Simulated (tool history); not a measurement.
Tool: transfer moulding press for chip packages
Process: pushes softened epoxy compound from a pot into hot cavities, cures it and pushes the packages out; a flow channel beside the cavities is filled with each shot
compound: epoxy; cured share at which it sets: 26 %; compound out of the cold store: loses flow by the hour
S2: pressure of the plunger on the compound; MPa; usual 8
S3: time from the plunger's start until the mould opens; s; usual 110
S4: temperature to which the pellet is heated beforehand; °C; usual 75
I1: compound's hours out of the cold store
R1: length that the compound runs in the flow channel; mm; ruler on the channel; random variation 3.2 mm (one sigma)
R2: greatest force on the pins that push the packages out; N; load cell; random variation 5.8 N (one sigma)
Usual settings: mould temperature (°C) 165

Run 1, hour 0: usual settings; I1 20.3. Result: R1 701 mm, R2 229 N.
Run 2, hour 17.7: usual settings; I1 27.9. Result: R1 671 mm, R2 257 N.
Run 3, hour 43.4: usual settings but S2 9.94 MPa; I1 15.4. Result: R1 794 mm, R2 296 N.
Run 4, hour 68.8: usual settings but S2 9.94 MPa, S3 143 s; I1 38. Result: R1 698 mm, R2 234 N.
Run 5, hour 96.4: usual settings but mould temperature (°C) 160, S2 9.94 MPa, S3 143 s; I1 8.8. Result: R1 831 mm, R2 213 N.
Run 6, hour 112.8: usual settings but mould temperature (°C) 160, S2 9.94 MPa, S3 143 s; I1 23. Result: R1 773 mm, R2 226 N.
Run 7, hour 138.9: usual settings but mould temperature (°C) 160, S2 9.94 MPa, S3 143 s; I1 10.8. Result: R1 854 mm, R2 246 N.
Run 8, hour 156.3: usual settings but S3 140 s; I1 31.6. Result: R1 674 mm, R2 225 N.
Run 9, hour 178.8: usual settings but S3 140 s; I1 31.2. Result: R1 675 mm, R2 228 N.
Run 10, hour 197.9: usual settings but S3 140 s, S4 82 °C; I1 15.6. Result: R1 734 mm, R2 186 N.
Run 11, hour 222.9: usual settings but S3 111 s, S4 82 °C; I1 18.1. Result: R1 729 mm, R2 266 N.
Run 12, hour 248: usual settings but S3 111 s, S4 71 °C; I1 25.4. Result: R1 691 mm, R2 284 N.
Run 13, hour 267.2: usual settings but S3 111 s, S4 71 °C; I1 23.7. Result: R1 698 mm, R2 307 N.
Run 14, hour 286.3: usual settings but S3 111 s, S4 71 °C; I1 13. Result: R1 741 mm, R2 220 N.
Run 15, hour 309.8: usual settings but S3 111 s, S4 71 °C; I1 9.5. Result: R1 754 mm, R2 282 N.
Run 16, hour 323: usual settings but S3 91 s, S4 71 °C; I1 44.5. Result: R1 620 mm, R2 383 N.
Run 17, hour 348.3: usual settings but S2 8.11 MPa, S3 97 s, S4 74 °C; I1 11.6. Result: R1 750 mm, R2 424 N.
Run 18, hour 376.4: usual settings but mould temperature (°C) 169, S2 7.57 MPa, S3 97 s, S4 74 °C; I1 23.5. Result: R1 670 mm, R2 206 N.
Run 19, hour 396.7: usual settings but mould temperature (°C) 172, S4 84 °C; I1 41.6. Result: R1 613 mm, R2 197 N.
Run 20, hour 416.5: usual settings but S3 95 s; I1 38.2. Result: R1 640 mm, R2 355 N.
Run 21, hour 441.2: usual settings but mould temperature (°C) 158; I1 28.6. Result: R1 686 mm, R2 471 N.
Run 22, hour 456.3: usual settings but mould temperature (°C) 158; I1 18.6. Result: R1 720 mm, R2 529 N.
Run 23, hour 485.8: usual settings but mould temperature (°C) 158, S3 130 s; I1 25.3. Result: R1 695 mm, R2 274 N.
Run 24, hour 497.9: usual settings but mould temperature (°C) 158, S3 130 s; I1 27.7. Result: R1 688 mm, R2 298 N.
Run 25, hour 517.8: usual settings but mould temperature (°C) 158, S2 6.78 MPa, S3 130 s; I1 19.9. Result: R1 661 mm, R2 324 N.
Run 26, hour 529.5: usual settings but S2 6.78 MPa, S4 69 °C; I1 29.5. Result: R1 612 mm, R2 298 N.
Run 27, hour 549.4: usual settings but mould temperature (°C) 169, S2 7.12 MPa, S3 121 s, S4 79 °C; I1 26. Result: R1 634 mm, R2 237 N.
Run 28, hour 579.1: usual settings but mould temperature (°C) 169, S2 7.12 MPa, S3 122 s, S4 68 °C; I1 11.9. Result: R1 680 mm, R2 198 N.
Run 29, hour 593.9: usual settings but mould temperature (°C) 166, S2 7.89 MPa; I1 22.5. Result: R1 690 mm, R2 252 N.
Run 30, hour 619.7: usual settings but mould temperature (°C) 166, S2 9.49 MPa, S3 98 s; I1 20.8. Result: R1 751 mm, R2 344 N.

Taken out of this log: 7 entries between the listed runs. Where each belongs, and how the hidden state differs across it:
Between runs 4 and 5: cavities cleaned with cleaning compound and waxed (hour 90.4)
  true mould temperature over the reading, C: -0.1 -> -0.07; pressure that reaches the compound, % of what is set: 93.29 -> 92.97; grip of the stained cavities, % over clean ones': 45.2 -> 8
  measured less the result without the state, R1: -24 -> -30 mm; R2: +73 -> +16 N
Between runs 6 and 7: plunger's sealing rings changed (hour 128.4)
  true mould temperature over the reading, C: -0.05 -> -0.03; pressure that reaches the compound, % of what is set: 92.75 -> 99.88; grip of the stained cavities, % over clean ones': 20.8 -> 34.8
  measured less the result without the state, R1: -29 -> -1 mm; R2: +40 -> +64 N
Between runs 9 and 10: cavities cleaned with cleaning compound and waxed (hour 187.1)
  true mould temperature over the reading, C: 0.01 -> 0.03; pressure that reaches the compound, % of what is set: 99.4 -> 99.16; grip of the stained cavities, % over clean ones': 47.8 -> 11.8
  measured less the result without the state, R1: -2 -> -3 mm; R2: +76 -> +20 N
Between runs 13 and 14: cavities cleaned with cleaning compound and waxed (hour 282.2)
  true mould temperature over the reading, C: 0.1 -> 0.12; pressure that reaches the compound, % of what is set: 98.31 -> 98.1; grip of the stained cavities, % over clean ones': 46.1 -> 5.1
  measured less the result without the state, R1: -6 -> -8 mm; R2: +95 -> +10 N
Between runs 17 and 18: cavities cleaned with cleaning compound and waxed (hour 376.4)
  true mould temperature over the reading, C: 0.19 -> 0.22; pressure that reaches the compound, % of what is set: 97.34 -> 97.02; grip of the stained cavities, % over clean ones': 42.9 -> 0.4
  measured less the result without the state, R1: -11 -> -10 mm; R2: +124 -> -2 N
Between runs 22 and 23: cavities cleaned with cleaning compound and waxed (hour 469.9)
  true mould temperature over the reading, C: 0.3 -> 0.33; pressure that reaches the compound, % of what is set: 96.08 -> 95.73; grip of the stained cavities, % over clean ones': 46.7 -> 19
  measured less the result without the state, R1: -15 -> -16 mm; R2: +158 -> +40 N
Between runs 27 and 28: cavities cleaned with cleaning compound and waxed (hour 563.2)
  true mould temperature over the reading, C: 0.39 -> 0.43; pressure that reaches the compound, % of what is set: 94.98 -> 94.64; grip of the stained cavities, % over clean ones': 47.2 -> 17.8
  measured less the result without the state, R1: -17 -> -20 mm; R2: +74 -> +28 N
